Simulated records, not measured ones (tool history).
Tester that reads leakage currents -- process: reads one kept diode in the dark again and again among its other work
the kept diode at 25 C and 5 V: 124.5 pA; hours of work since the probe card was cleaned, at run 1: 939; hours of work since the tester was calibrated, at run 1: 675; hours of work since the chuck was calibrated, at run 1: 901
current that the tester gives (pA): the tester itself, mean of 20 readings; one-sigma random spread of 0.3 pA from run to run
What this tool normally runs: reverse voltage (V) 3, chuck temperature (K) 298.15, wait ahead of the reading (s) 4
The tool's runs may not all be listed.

run,day,reverse voltage (V),chuck temperature (K),wait ahead of the reading (s),hours of work since the probe card was cleaned,hours of work since the tester was calibrated,hours of work since the chuck was calibrated,current that the tester gives (pA)
1,0,3,298.15,4,939,675,901,93.38
2,1.562,3,298.15,4,955,691,917,92.14
3,4.012,3,298.15,4,981,717,943,93.02
4,6.467,3,298.15,4,1007,743,969,93.06
5,8.3,3,298.15,4,1026,762,988,92.53
6,10.404,3,298.15,2.4,1048,785,1010,93.65
7,12.854,3,298.15,2.4,1074,810,1036,92.57
8,14.708,3,298.15,4,1093,830,1056,92.34
9,16.658,3,298.15,4,1114,850,1076,92.2
10,19.096,3,298.15,4,1140,876,1102,92.1
11,20.35,3,298.15,4,1153,889,1115,91.83
12,21.533,3,298.15,4,1165,902,1128,92.05
13,23.925,4.55,298.15,4,1190,927,1153,112.19
14,25.412,3,298.15,4,1206,942,1168,91.64
15,27.812,3,298.15,4,1231,968,1194,92.04
16,29.242,3,298.15,4,1246,983,1209,91.28
17,31.229,3,298.15,4,1267,1004,1230,91.14
18,33.338,3,298.15,4,1290,1026,1252,91.29
19,34.833,3,298.15,4,1305,1042,1268,91.09
20,36.979,3,313.15,3.57,1328,1064,1290,256.04
21,38.7,3,313.15,3.57,1346,1082,1308,255.34
22,40.812,3,313.15,3.57,1368,1105,1331,256.51
23,41.954,3,313.15,3.57,1380,1117,1343,253.33
24,44.458,12.02,316.15,2.49,1407,1143,1369,606.37
25,45.746,2.78,301.15,5.97,1420,1156,1382,107.41
26,47.038,2.78,305.15,3.04,1434,1170,1396,143.09
# day 47.408: probe card cleaned and baked
27,49.783,1.13,317.15,4.22,25,1198,1424,206.48
28,51.417,1.13,317.15,3.66,42,1215,1441,206.39
29,53.2,3,298.15,0.72,61,1234,1460,92.75
30,54.817,4.78,298.15,0.4,78,1251,1477,119.45
31,55.975,1.08,298.15,0.32,90,1263,1489,55.94
32,57.879,18.28,305.15,0.32,110,1283,1509,385.57
33,59.938,3.84,304.15,3.49,132,1305,1531,157.07
34,61.796,9.39,331.15,0.33,151,1324,1550,1368.04
35,63.079,9.39,331.15,0.33,165,1338,1564,1364.53
# day 63.796: probe card cleaned and baked, once more
36,64.479,14.81,298.15,3.7,7,1351,1577,187.41
37,65.988,1.32,306.15,7.54,23,1367,1593,103.89

Predict each of these 4 candidate next runs independently; none follows another, all start after run 37:
# day 67.112: chuck's temperature calibrated
A,67.35,1.32,306.15,7.54,37,1380,3,?
# day 67.112: chuck's temperature calibrated
B,67.35,4.09,306.15,7.54,37,1380,3,?
# day 67.112: chuck's temperature calibrated
C,67.35,3,298.15,3.91,37,1380,3,?
# day 67.112: chuck's temperature calibrated
D,67.35,5.38,297.15,5.14,37,1380,3,?

run,current that the tester gives (pA)
A,115.39
B,199.77
C,97.42
D,120.21
Without the tool's unlogged condition, the same runs would have read:
run,current that the tester gives (pA)
A,115.67
B,200.21
C,97.58
D,120.37
